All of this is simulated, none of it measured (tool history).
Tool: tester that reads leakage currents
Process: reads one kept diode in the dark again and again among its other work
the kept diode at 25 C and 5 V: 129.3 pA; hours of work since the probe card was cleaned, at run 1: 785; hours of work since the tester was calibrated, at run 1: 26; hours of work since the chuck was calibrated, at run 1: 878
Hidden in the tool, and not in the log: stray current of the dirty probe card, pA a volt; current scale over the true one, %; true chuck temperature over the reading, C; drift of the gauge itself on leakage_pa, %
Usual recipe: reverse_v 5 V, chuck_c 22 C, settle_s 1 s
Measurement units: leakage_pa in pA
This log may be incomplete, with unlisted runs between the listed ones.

run,day,reverse_v,chuck_c,settle_s,hours of work since the probe card was cleaned,hours of work since the tester was calibrated,hours of work since the chuck was calibrated,leakage_pa
1,0,5,22,1,785,26,878,96.94
# day 1.362: chuck's temperature calibrated
2,3.267,5,22,1,823,64,23,102.54
3,6.758,5,22,1,864,106,64,102.68
4,10.375,5,22,1,907,149,107,102.18
5,12.512,5,22,1,933,174,133,102.39
6,16.558,5,22,1,981,222,181,101.87
7,18.892,5,22,1,1009,250,208,102.2
8,20.746,1.68,28,4.33,1031,272,230,115.14
# day 21.088: probe card cleaned and baked
9,23.7,7.3,55,0.86,31,305,264,1268.77

What will run 10 give?
10,27.192,7.3,52,0.86,73,347,305,?

Logged for run 10: leakage_pa 1032.43 pA.
Had the tool carried no hidden state, the very same run would have given leakage_pa 1048.14 pA.
